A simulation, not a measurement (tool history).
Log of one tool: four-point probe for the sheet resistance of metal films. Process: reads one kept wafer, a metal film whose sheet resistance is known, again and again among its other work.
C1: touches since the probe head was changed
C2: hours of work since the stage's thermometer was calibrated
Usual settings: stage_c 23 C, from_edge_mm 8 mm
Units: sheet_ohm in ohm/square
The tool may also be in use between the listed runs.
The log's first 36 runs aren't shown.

Run 37, day 30.667: usual settings but stage_c 26 C, from_edge_mm 3 mm; C1 55894; C2 767. Result: sheet_ohm 0.331287 ohm/square.
Run 38, day 31.742: usual settings but stage_c 26 C, from_edge_mm 3 mm; C1 56803; C2 785. Result: sheet_ohm 0.331264 ohm/square.
Run 39, day 32.612: usual settings but from_edge_mm 73 mm; C1 57543; C2 800. Result: sheet_ohm 0.304838 ohm/square.
Run 40, day 33.342: usual settings but from_edge_mm 73 mm; C1 58157; C2 812. Result: sheet_ohm 0.305059 ohm/square.
Run 41, day 34.071: usual settings but from_edge_mm 57 mm; C1 58777; C2 825. Result: sheet_ohm 0.305095 ohm/square.
Run 42, day 34.904: usual settings but stage_c 28 C, from_edge_mm 14 mm; C1 59481; C2 839. Result: sheet_ohm 0.305791 ohm/square.
Run 43, day 35.504: usual settings but stage_c 35 C, from_edge_mm 24 mm; C1 59987; C2 849. Result: sheet_ohm 0.30446 ohm/square.
Run 44, day 36.412: usual settings but stage_c 29 C, from_edge_mm 9 mm; C1 60756; C2 864. Result: sheet_ohm 0.307632 ohm/square.
Run 45, day 37: usual settings but stage_c 24 C, from_edge_mm 14 mm; C1 61256; C2 874. Result: sheet_ohm 0.306106 ohm/square.

Forecast each of these 3 alternatives for the next run:
Run A, day 38.033: usual settings but stage_c 29 C, from_edge_mm 49 mm; C1 62131; C2 891. Result: sheet_ohm ?.
Run B, day 38.033: usual settings but stage_c 19 C, from_edge_mm 14 mm; C1 62131; C2 891. Result: sheet_ohm ?.
Run C, day 38.033: usual settings but from_edge_mm 18 mm; C1 62131; C2 891. Result: sheet_ohm ?.

run  sheet_ohm
  A   0.304494
  B   0.306743
  C   0.305703
Without the tool's hidden state the same runs would have given:
run  sheet_ohm
  A   0.304489
  B   0.306738
  C   0.305698
